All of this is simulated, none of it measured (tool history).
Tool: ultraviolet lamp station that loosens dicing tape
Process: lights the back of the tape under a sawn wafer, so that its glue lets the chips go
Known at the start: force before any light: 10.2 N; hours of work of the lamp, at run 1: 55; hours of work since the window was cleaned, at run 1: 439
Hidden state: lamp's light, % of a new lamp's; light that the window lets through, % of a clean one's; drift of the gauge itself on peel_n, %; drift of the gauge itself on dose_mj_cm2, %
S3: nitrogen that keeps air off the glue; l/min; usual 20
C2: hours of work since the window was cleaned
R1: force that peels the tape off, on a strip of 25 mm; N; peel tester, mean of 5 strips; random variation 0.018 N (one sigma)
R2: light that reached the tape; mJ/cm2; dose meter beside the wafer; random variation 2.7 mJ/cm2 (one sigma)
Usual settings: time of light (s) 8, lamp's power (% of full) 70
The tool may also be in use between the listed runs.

{"run": 1, "hour": 0.0, "time of light (s)": 8, "lamp's power (% of full)": 70, "S3": 20, "hours of work of the lamp": 55, "C2": 439, "R1": 0.958, "R2": 337}
{"run": 2, "hour": 6.6, "time of light (s)": 8, "lamp's power (% of full)": 70, "S3": 20, "hours of work of the lamp": 58, "C2": 442, "R1": 0.985, "R2": 336}
{"run": 3, "hour": 15.4, "time of light (s)": 8, "lamp's power (% of full)": 70, "S3": 20, "hours of work of the lamp": 62, "C2": 446, "R1": 0.967, "R2": 336}
{"run": 4, "hour": 25.2, "time of light (s)": 8, "lamp's power (% of full)": 70, "S3": 20, "hours of work of the lamp": 67, "C2": 450, "R1": 0.996, "R2": 332}
{"run": 5, "hour": 32.6, "time of light (s)": 8, "lamp's power (% of full)": 70, "S3": 23, "hours of work of the lamp": 70, "C2": 454, "R1": 0.896, "R2": 332}
{"hour": 33.8, "done": "window cleaned of glue's vapour"}
{"run": 6, "hour": 40.5, "time of light (s)": 8, "lamp's power (% of full)": 94, "S3": 20, "hours of work of the lamp": 73, "C2": 3, "R1": 0.527, "R2": 435}
{"run": 7, "hour": 48.0, "time of light (s)": 8, "lamp's power (% of full)": 94, "S3": 12, "hours of work of the lamp": 77, "C2": 6, "R1": 0.871, "R2": 428}
{"run": 8, "hour": 57.2, "time of light (s)": 5, "lamp's power (% of full)": 90, "S3": 20, "hours of work of the lamp": 81, "C2": 10, "R1": 1.619, "R2": 256}
{"hour": 66.2, "done": "window cleaned of glue's vapour, once more"}
{"run": 9, "hour": 66.2, "time of light (s)": 13, "lamp's power (% of full)": 81, "S3": 34, "hours of work of the lamp": 84, "C2": 0, "R1": 0.18, "R2": 644}
{"run": 10, "hour": 75.2, "time of light (s)": 9, "lamp's power (% of full)": 81, "S3": 34, "hours of work of the lamp": 88, "C2": 4, "R1": 0.337, "R2": 447}
{"run": 11, "hour": 79.5, "time of light (s)": 7, "lamp's power (% of full)": 67, "S3": 29, "hours of work of the lamp": 90, "C2": 6, "R1": 1.028, "R2": 292}
{"run": 12, "hour": 84.0, "time of light (s)": 8, "lamp's power (% of full)": 72, "S3": 20, "hours of work of the lamp": 92, "C2": 8, "R1": 0.852, "R2": 354}
{"run": 13, "hour": 90.5, "time of light (s)": 5, "lamp's power (% of full)": 72, "S3": 19, "hours of work of the lamp": 95, "C2": 11, "R1": 2.117, "R2": 224}

Hidden state at the last listed run before each entry between runs and at the first one after, where it differs:
Between runs 5 and 6: window cleaned of glue's vapour (hour 33.8)
  lamp's light, % of a new lamp's: 98.3 -> 98.2; light that the window lets through, % of a clean one's: 95.1 -> 93.1
  measured less the result without the state, R1: +0.123 -> +0.097 N; R2: -23 -> -40 mJ/cm2
Between runs 8 and 9: window cleaned of glue's vapour, once more (hour 66.2)
  lamp's light, % of a new lamp's: 98.1 -> 98; light that the window lets through, % of a clean one's: 93 -> 99.1
  measured less the result without the state, R1: +0.249 -> +0.004 N; R2: -25 -> -19 mJ/cm2
